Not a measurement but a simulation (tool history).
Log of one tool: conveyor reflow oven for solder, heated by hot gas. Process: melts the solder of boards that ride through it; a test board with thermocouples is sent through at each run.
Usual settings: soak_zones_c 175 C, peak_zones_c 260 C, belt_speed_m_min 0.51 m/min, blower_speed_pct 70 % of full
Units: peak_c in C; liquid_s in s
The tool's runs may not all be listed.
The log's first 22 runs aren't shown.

run   hour  soak_zones_c  peak_zones_c  belt_speed_m_min  blower_speed_pct  peak_c  liquid_s
     294.1  -- flux residue cleaned out of gas plates and filters, once more
 23  299.8           173           249             0.546                51   236.1      45.5
 24  308.7           173           249             0.546                51   236.8      45.2
 25  316.6           175           260             0.503                59   249.5      65.5
 26  334.4           177           260             0.492                70   251.5      69.4
 27  342.8           169           249              0.42                74   242.4        74
 28  356.2           163           249              0.51                70   238.7      50.8
 29  368.5           163           249              0.51                70   239.2      51.4
 30  383.9           163           249              0.51                70   239.6      51.4

5 ways to go on from here, each from the tool as it stands after run 30. What would each give?
  A  401.5           172           261              0.41                70       ?         ?
  B  401.5           175           261             0.498                86       ?         ?
  C  401.5           187           275              0.51                70       ?         ?
  D  401.5           178           272              0.51                55       ?         ?
  E  401.5           163           249             0.487                82       ?         ?

run  peak_c  liquid_s
  A   254.6      86.4
  B   253.6      69.7
  C   266.6      78.3
  D   260.5      72.2
  E   241.3      57.1
Without the tool's hidden state the same runs would have given:
run  peak_c  liquid_s
  A   256.9        86
  B   255.9      69.5
  C   268.8      77.5
  D   262.6      71.7
  E   243.6      57.9
